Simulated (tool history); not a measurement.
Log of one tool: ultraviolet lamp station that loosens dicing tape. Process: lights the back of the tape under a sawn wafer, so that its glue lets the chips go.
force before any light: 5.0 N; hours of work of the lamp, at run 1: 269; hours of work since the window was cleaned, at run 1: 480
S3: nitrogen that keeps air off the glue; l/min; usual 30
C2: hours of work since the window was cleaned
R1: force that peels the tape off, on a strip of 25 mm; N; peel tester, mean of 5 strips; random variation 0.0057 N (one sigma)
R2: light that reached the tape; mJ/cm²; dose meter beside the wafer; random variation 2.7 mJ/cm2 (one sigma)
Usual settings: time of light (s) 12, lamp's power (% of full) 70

run 1 hour=0.0 | time_of_light_(s)=12 lamp's_power_(%_of_full)=70 S3=30 | hours_of_work_of_the_lamp=269 C2=480 | R1=0.140 R2=367
run 2 hour=20.4 | time_of_light_(s)=12 lamp's_power_(%_of_full)=70 S3=30 | hours_of_work_of_the_lamp=278 C2=489 | R1=0.151 R2=367
run 3 hour=37.8 | time_of_light_(s)=12 lamp's_power_(%_of_full)=70 S3=30 | hours_of_work_of_the_lamp=286 C2=497 | R1=0.131 R2=368
run 4 hour=48.8 | time_of_light_(s)=12 lamp's_power_(%_of_full)=70 S3=15 | hours_of_work_of_the_lamp=290 C2=501 | R1=0.267 R2=369
run 5 hour=67.3 | time_of_light_(s)=12 lamp's_power_(%_of_full)=62 S3=30 | hours_of_work_of_the_lamp=299 C2=510 | R1=0.193 R2=327
run 6 hour=85.9 | time_of_light_(s)=12 lamp's_power_(%_of_full)=62 S3=30 | hours_of_work_of_the_lamp=307 C2=518 | R1=0.187 R2=329
run 7 hour=105.7 | time_of_light_(s)=12 lamp's_power_(%_of_full)=62 S3=30 | hours_of_work_of_the_lamp=316 C2=527 | R1=0.190 R2=329
run 8 hour=117.3 | time_of_light_(s)=12 lamp's_power_(%_of_full)=70 S3=30 | hours_of_work_of_the_lamp=321 C2=532 | R1=0.142 R2=372
run 9 hour=131.5 | time_of_light_(s)=12 lamp's_power_(%_of_full)=70 S3=30 | hours_of_work_of_the_lamp=328 C2=539 | R1=0.139 R2=369
run 10 hour=140.9 | time_of_light_(s)=12 lamp's_power_(%_of_full)=66 S3=21 | hours_of_work_of_the_lamp=332 C2=543 | R1=0.213 R2=350

The next listed run, before its measurement:
run 11 hour=162.6 | time_of_light_(s)=8 lamp's_power_(%_of_full)=70 S3=46 | hours_of_work_of_the_lamp=341 C2=552 | R1=? R2=?

R1: 0.279 N
R2: 250 mJ/cm²
Without the tool's hidden state the same run would have given R1 0.279 N, R2 250 mJ/cm².

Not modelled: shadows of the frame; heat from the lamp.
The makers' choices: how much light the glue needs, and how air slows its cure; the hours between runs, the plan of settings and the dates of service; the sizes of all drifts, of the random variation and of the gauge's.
